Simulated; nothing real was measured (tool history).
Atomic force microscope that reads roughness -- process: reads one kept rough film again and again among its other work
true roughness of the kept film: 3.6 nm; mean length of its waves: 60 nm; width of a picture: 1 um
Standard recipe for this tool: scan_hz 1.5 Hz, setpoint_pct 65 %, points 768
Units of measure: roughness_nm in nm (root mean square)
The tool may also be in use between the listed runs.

run    hour  scan_hz  setpoint_pct  points  roughness_nm
  1       0      1.5            65     768           3.2
       33.1  -- new tip fitted
  2    58.8      1.5            65     768         3.197
       96.8  -- new tip fitted
  3   106.2      1.5            65     768         3.247
  4   148.3      1.5            65     768         3.149
      163.5  -- new tip fitted
  5   199.9      1.5            65     768         3.173
      230.3  -- new tip fitted
  6   252.1     1.04            65     768         3.255
  7   284.1     1.04            65     768          3.22
      296.3  -- new tip fitted
  8   324.7     1.04            65     768         3.265
  9   348.8      0.6            65     768         3.262
      361.3  -- new tip fitted
 10   387.1      0.5            65     768         3.317
      424.9  -- new tip fitted
 11     443      0.5            65     768         3.339
 12   477.7      0.5            65     273         3.258
      489.3  -- new tip fitted
 13     534      0.5            65     273         3.259
      556.5  -- new tip fitted
 14   593.2      1.5            65     768         3.167
      624.1  -- new tip fitted
 15   642.2     1.61            65     768         3.198
      648.7  -- height scale calibrated on a step standard
      688.3  -- new tip fitted
 16   701.8     1.21            77     397         3.124
      751.9  -- new tip fitted
 17   753.5     0.86            59     267         3.332
 18   811.2     0.86            85     414         3.021
      818.7  -- new tip fitted
 19   851.3      1.5            89     313         2.777
      883.5  -- new tip fitted
 20   906.7     2.39            81     522         2.764
      935.9  -- height scale calibrated on a step standard, once more
      949.5  -- new tip fitted
 21   955.2     0.52            81     522         3.276
     1012.3  -- new tip fitted
 22  1012.3     0.68            64     281         3.353
 23  1046.4     2.77            64     860         3.081
 24  1074.7     1.77            64     332          3.13
     1078.3  -- new tip fitted
 25  1130.9     1.55            80     292         2.951
     1144.7  -- new tip fitted
 26  1166.3     1.55            80     292         3.003
     1209.4  -- new tip fitted
 27  1217.3     1.11            60     758         3.334
     1274.2  -- new tip fitted
 28    1276     1.11            60     758         3.354
 29  1317.5     1.11            60     758         3.243

Consider 5 possible next runs. They are alternatives, not a sequence: every one starts from the tool as it was left by run 29. What does each give?
     1338.5  -- new tip fitted
  A  1350.5     1.11            60     953             ?
     1338.5  -- new tip fitted
  B  1350.5     3.26            65     392             ?
     1338.5  -- new tip fitted
  C  1350.5     1.11            56     262             ?
     1338.5  -- new tip fitted
  D  1350.5     0.93            66     619             ?
     1338.5  -- new tip fitted
  E  1350.5     0.79            65     768             ?

run  roughness_nm
  A         3.327
  B         3.042
  C         3.321
  D         3.287
  E         3.295
Without the tool's unlogged condition, the same runs would have read:
run  roughness_nm
  A         3.376
  B         3.087
  C          3.37
  D         3.335
  E         3.344

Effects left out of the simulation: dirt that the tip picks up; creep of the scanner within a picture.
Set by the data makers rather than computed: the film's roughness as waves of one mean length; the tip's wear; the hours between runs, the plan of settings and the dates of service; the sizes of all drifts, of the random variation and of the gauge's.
